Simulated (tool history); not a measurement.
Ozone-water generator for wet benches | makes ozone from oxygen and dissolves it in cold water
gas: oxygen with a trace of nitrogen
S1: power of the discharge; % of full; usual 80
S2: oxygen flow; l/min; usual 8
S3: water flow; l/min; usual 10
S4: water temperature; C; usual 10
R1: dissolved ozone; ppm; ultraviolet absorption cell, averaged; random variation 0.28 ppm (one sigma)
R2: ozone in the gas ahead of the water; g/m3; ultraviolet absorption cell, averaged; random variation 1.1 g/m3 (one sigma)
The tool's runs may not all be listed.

{"run": 1, "hour": 0.0, "S1": 80, "S2": 8, "S3": 10, "S4": 10, "R1": 44.6, "R2": 206.9}
{"run": 2, "hour": 66.7, "S1": 80, "S2": 8, "S3": 10, "S4": 10, "R1": 44.7, "R2": 204.8}
{"run": 3, "hour": 159.1, "S1": 80, "S2": 8, "S3": 10, "S4": 10, "R1": 44.3, "R2": 206.3}
{"run": 4, "hour": 242.6, "S1": 80, "S2": 8, "S3": 10, "S4": 10, "R1": 44.5, "R2": 204.4}
{"run": 5, "hour": 340.6, "S1": 80, "S2": 8, "S3": 11, "S4": 10, "R1": 41, "R2": 203.6}
{"hour": 404.5, "done": "contactor cleaned"}
{"run": 6, "hour": 440.7, "S1": 62, "S2": 8, "S3": 10, "S4": 10, "R1": 35.3, "R2": 163.6}
{"run": 7, "hour": 508.0, "S1": 62, "S2": 8, "S3": 10, "S4": 10, "R1": 35.6, "R2": 162.8}
{"run": 8, "hour": 552.9, "S1": 62, "S2": 8, "S3": 10, "S4": 10, "R1": 36, "R2": 163}
{"run": 9, "hour": 627.7, "S1": 64, "S2": 8, "S3": 10, "S4": 10, "R1": 36.7, "R2": 166.9}
{"run": 10, "hour": 693.4, "S1": 64, "S2": 8, "S3": 10, "S4": 10, "R1": 36.2, "R2": 167.1}
{"run": 11, "hour": 750.6, "S1": 80, "S2": 14.15, "S3": 10, "S4": 10, "R1": 42.5, "R2": 167.1}
{"run": 12, "hour": 822.2, "S1": 80, "S2": 14.15, "S3": 10, "S4": 10, "R1": 42.5, "R2": 164.1}
{"run": 13, "hour": 867.8, "S1": 80, "S2": 8, "S3": 10, "S4": 10, "R1": 44.2, "R2": 203.3}
{"run": 14, "hour": 916.7, "S1": 80, "S2": 8, "S3": 10, "S4": 10, "R1": 44.3, "R2": 202.6}
{"run": 15, "hour": 972.8, "S1": 80, "S2": 8, "S3": 10, "S4": 10, "R1": 44.2, "R2": 202.6}
{"run": 16, "hour": 1036.8, "S1": 80, "S2": 8, "S3": 10, "S4": 10, "R1": 44.6, "R2": 203}
{"run": 17, "hour": 1132.9, "S1": 80, "S2": 8, "S3": 10, "S4": 10, "R1": 44.2, "R2": 201.3}
{"run": 18, "hour": 1181.6, "S1": 80, "S2": 8, "S3": 10, "S4": 10, "R1": 44.7, "R2": 202.8}
{"run": 19, "hour": 1267.5, "S1": 80, "S2": 10.51, "S3": 9, "S4": 7, "R1": 49.7, "R2": 182.9}
{"run": 20, "hour": 1344.7, "S1": 80, "S2": 8, "S3": 10, "S4": 6, "R1": 47.6, "R2": 200.8}
{"run": 21, "hour": 1414.9, "S1": 59, "S2": 8, "S3": 10, "S4": 6, "R1": 37.3, "R2": 154.7}
{"run": 22, "hour": 1472.2, "S1": 59, "S2": 8, "S3": 10, "S4": 6, "R1": 37, "R2": 155.2}
{"run": 23, "hour": 1527.1, "S1": 59, "S2": 8, "S3": 11, "S4": 7, "R1": 34, "R2": 154.6}
{"run": 24, "hour": 1574.2, "S1": 80, "S2": 7.36, "S3": 10, "S4": 10, "R1": 44.5, "R2": 206.7}
{"run": 25, "hour": 1650.1, "S1": 80, "S2": 7.36, "S3": 10, "S4": 10, "R1": 44.5, "R2": 207.1}
{"run": 26, "hour": 1728.5, "S1": 80, "S2": 8, "S3": 10, "S4": 5, "R1": 49.1, "R2": 199.4}
{"hour": 1759.9, "done": "gauge calibrated"}
{"run": 27, "hour": 1795.7, "S1": 80, "S2": 8, "S3": 14, "S4": 16, "R1": 30.6, "R2": 206.1}
{"run": 28, "hour": 1862.3, "S1": 80, "S2": 8, "S3": 14, "S4": 16, "R1": 31.1, "R2": 206.1}
{"run": 29, "hour": 1911.0, "S1": 80, "S2": 13.44, "S3": 10, "S4": 6, "R1": 46.8, "R2": 170.4}
{"run": 30, "hour": 2007.4, "S1": 80, "S2": 13.44, "S3": 10, "S4": 6, "R1": 47.3, "R2": 170.2}
{"run": 31, "hour": 2096.2, "S1": 80, "S2": 8, "S3": 7, "S4": 6, "R1": 60, "R2": 202.9}
{"run": 32, "hour": 2171.6, "S1": 80, "S2": 6.73, "S3": 10, "S4": 10, "R1": 43.8, "R2": 217.6}
{"run": 33, "hour": 2223.8, "S1": 80, "S2": 6.73, "S3": 10, "S4": 10, "R1": 45, "R2": 215.1}

Forecast each of these 3 alternatives for the next run:
{"run": "A", "hour": 2321.6, "S1": 80, "S2": 5.88, "S3": 11, "S4": 9, "R1": "?", "R2": "?"}
{"run": "B", "hour": 2321.6, "S1": 58, "S2": 8, "S3": 13, "S4": 10, "R1": "?", "R2": "?"}
{"run": "C", "hour": 2321.6, "S1": 80, "S2": 8.68, "S3": 14, "S4": 8, "R1": "?", "R2": "?"}

run=A R1=41.4 R2=227.4
run=B R1=27.9 R2=154.1
run=C R1=36 R2=200.2
Without the tool's hidden state the same runs would have given:
run=A R1=41.5 R2=229.8
run=B R1=27.9 R2=155.6
run=C R1=36.1 R2=202.3
